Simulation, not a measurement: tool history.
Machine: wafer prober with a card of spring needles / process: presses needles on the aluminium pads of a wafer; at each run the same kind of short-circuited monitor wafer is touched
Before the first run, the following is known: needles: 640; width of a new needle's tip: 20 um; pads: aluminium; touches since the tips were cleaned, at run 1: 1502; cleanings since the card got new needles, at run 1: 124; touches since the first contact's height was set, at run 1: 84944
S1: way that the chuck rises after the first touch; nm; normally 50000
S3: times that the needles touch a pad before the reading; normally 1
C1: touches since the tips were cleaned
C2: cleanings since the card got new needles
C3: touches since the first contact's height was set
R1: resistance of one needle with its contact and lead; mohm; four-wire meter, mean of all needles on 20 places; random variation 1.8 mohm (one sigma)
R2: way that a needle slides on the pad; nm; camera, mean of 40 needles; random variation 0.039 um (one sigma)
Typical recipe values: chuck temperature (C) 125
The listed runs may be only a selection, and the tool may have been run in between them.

run 1 hour=0.0 | S1=50000 chuck_temperature_(C)=125 S3=1 | C1=1502 C2=124 C3=84944 | R1=237 R2=12490
-- hour=6.0 tips cleaned on abrasive film
-- hour=15.9 tips cleaned on abrasive film
-- hour=26.1 tips cleaned on abrasive film
run 2 hour=34.4 | S1=56000 chuck_temperature_(C)=125 S3=1 | C1=3338 C2=127 C3=98580 | R1=251 R2=13920
-- hour=36.6 tips cleaned on abrasive film
-- hour=46.3 tips cleaned on abrasive film
-- hour=48.2 height of the first contact set anew
run 3 hour=50.4 | S1=56000 chuck_temperature_(C)=125 S3=1 | C1=1518 C2=129 C3=873 | R1=223 R2=13600
-- hour=56.7 tips cleaned on abrasive film
-- hour=66.1 tips cleaned on abrasive film
run 4 hour=73.2 | S1=56000 chuck_temperature_(C)=125 S3=1 | C1=2853 C2=131 C3=9922 | R1=247 R2=13580
-- hour=75.2 tips cleaned on abrasive film
-- hour=84.9 tips cleaned on abrasive film
-- hour=95.2 tips cleaned on abrasive film
-- hour=105.7 tips cleaned on abrasive film
run 5 hour=109.5 | S1=50000 chuck_temperature_(C)=125 S3=1 | C1=1517 C2=135 C3=24245 | R1=243 R2=11890
-- hour=115.3 tips cleaned on abrasive film
-- hour=126.0 tips cleaned on abrasive film
run 6 hour=129.5 | S1=50000 chuck_temperature_(C)=125 S3=1 | C1=1421 C2=137 C3=32171 | R1=240 R2=11890
-- hour=135.6 tips cleaned on abrasive film
-- hour=144.5 tips cleaned on abrasive film
run 7 hour=144.5 | S1=50000 chuck_temperature_(C)=125 S3=1 | C1=0 C2=139 C3=38067 | R1=191 R2=11890
-- hour=154.4 tips cleaned on abrasive film
-- hour=165.0 tips cleaned on abrasive film
run 8 hour=172.7 | S1=50000 chuck_temperature_(C)=125 S3=1 | C1=3052 C2=141 C3=49258 | R1=283 R2=11830
-- hour=174.9 tips cleaned on abrasive film
-- hour=184.8 tips cleaned on abrasive film
-- hour=189.3 height of the first contact set anew, once more
-- hour=195.7 tips cleaned on abrasive film
-- hour=205.4 tips cleaned on abrasive film
run 9 hour=206.6 | S1=50000 chuck_temperature_(C)=125 S3=1 | C1=463 C2=145 C3=6817 | R1=206 R2=12850
-- hour=214.6 tips cleaned on abrasive film
-- hour=224.7 tips cleaned on abrasive film
-- hour=233.8 tips cleaned on abrasive film
run 10 hour=233.8 | S1=50000 chuck_temperature_(C)=125 S3=1 | C1=0 C2=148 C3=17593 | R1=192 R2=12770
-- hour=244.2 tips cleaned on abrasive film
-- hour=254.1 tips cleaned on abrasive film
-- hour=263.9 tips cleaned on abrasive film
run 11 hour=266.7 | S1=50000 chuck_temperature_(C)=125 S3=1 | C1=1128 C2=151 C3=30618 | R1=225 R2=12680
-- hour=272.6 tips cleaned on abrasive film
-- hour=282.1 tips cleaned on abrasive film
-- hour=291.7 tips cleaned on abrasive film
run 12 hour=295.9 | S1=50000 chuck_temperature_(C)=125 S3=1 | C1=1673 C2=154 C3=42151 | R1=235 R2=12650
-- hour=302.0 tips cleaned on abrasive film
-- hour=310.7 tips cleaned on abrasive film
run 13 hour=310.7 | S1=50000 chuck_temperature_(C)=73 S3=3 | C1=0 C2=156 C3=48007 | R1=178 R2=12610
-- hour=320.3 tips cleaned on abrasive film
run 14 hour=326.1 | S1=50000 chuck_temperature_(C)=36 S3=1 | C1=2280 C2=157 C3=54093 | R1=246 R2=12550
-- hour=330.2 tips cleaned on abrasive film
-- hour=340.0 tips cleaned on abrasive film
-- hour=349.8 tips cleaned on abrasive film
run 15 hour=352.6 | S1=50000 chuck_temperature_(C)=36 S3=1 | C1=1129 C2=160 C3=64588 | R1=212 R2=12590
-- hour=358.9 tips cleaned on abrasive film
-- hour=367.8 tips cleaned on abrasive film
run 16 hour=367.8 | S1=67000 chuck_temperature_(C)=112 S3=2 | C1=0 C2=162 C3=70589 | R1=186 R2=16810
-- hour=377.8 tips cleaned on abrasive film
-- hour=388.3 tips cleaned on abrasive film
-- hour=398.8 tips cleaned on abrasive film
run 17 hour=400.1 | S1=67000 chuck_temperature_(C)=112 S3=2 | C1=551 C2=165 C3=83382 | R1=188 R2=16840
-- hour=408.2 tips cleaned on abrasive film
-- hour=418.0 tips cleaned on abrasive film
-- hour=428.6 tips cleaned on abrasive film
run 18 hour=429.7 | S1=50000 chuck_temperature_(C)=62 S3=2 | C1=430 C2=168 C3=95074 | R1=188 R2=12360
-- hour=437.8 tips cleaned on abrasive film
-- hour=447.4 tips cleaned on abrasive film
-- hour=451.9 height of the first contact set anew
run 19 hour=456.0 | S1=35000 chuck_temperature_(C)=25 S3=2 | C1=3318 C2=170 C3=1633 | R1=275 R2=8980

Predict the results of run 20:
-- hour=458.2 tips cleaned on abrasive film
-- hour=468.5 tips cleaned on abrasive film
-- hour=479.0 tips cleaned on abrasive film
run 20 hour=479.0 | S1=50000 chuck_temperature_(C)=46 S3=1 | C1=0 C2=173 C3=10712 | R1=? R2=?

For run 20 the tool returned R1 180 mohm, R2 12890 nm.
With no hidden state in the tool, this same run would have given R1 169 mohm, R2 12950 nm.

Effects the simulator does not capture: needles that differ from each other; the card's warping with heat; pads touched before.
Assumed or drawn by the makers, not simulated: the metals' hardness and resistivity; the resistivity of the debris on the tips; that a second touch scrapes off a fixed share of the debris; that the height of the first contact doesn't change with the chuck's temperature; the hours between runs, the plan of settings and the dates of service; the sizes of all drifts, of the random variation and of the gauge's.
